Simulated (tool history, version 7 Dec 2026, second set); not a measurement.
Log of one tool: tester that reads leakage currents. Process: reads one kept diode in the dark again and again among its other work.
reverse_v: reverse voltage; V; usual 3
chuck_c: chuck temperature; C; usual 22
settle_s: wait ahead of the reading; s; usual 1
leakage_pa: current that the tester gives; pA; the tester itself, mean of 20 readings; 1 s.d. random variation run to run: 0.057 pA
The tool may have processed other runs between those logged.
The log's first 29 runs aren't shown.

run	hour	reverse_v	chuck_c	settle_s	leakage_pa
30	3566.4	13.62	28	1.83	50.06
31	3714.2	1.01	22	5.33	7.62
32	3885.7	4.08	35	0.78	36.56
33	4029	4.08	35	0.78	37.04
# hour 4115.3: chuck's temperature calibrated
34	4183.3	4.08	35	0.78	34.58
35	4301.2	3	20	0.91	13.66
36	4472.4	3	20	0.91	13.94
37	4624.2	3	50	0.9	72.65

What if the next run were any one of these 3? Each begins from the tool's condition after run 37:
A	4732.2	1.34	22	1.19	?
B	4732.2	3	50	4.08	?
C	4732.2	3	50	2.65	?

run	leakage_pa
A	9.45
B	72.61
C	72.48
With the hidden condition removed and each run's random variation left untouched, the same runs would have given:
run	leakage_pa
A	6.4
B	64.57
C	64.46

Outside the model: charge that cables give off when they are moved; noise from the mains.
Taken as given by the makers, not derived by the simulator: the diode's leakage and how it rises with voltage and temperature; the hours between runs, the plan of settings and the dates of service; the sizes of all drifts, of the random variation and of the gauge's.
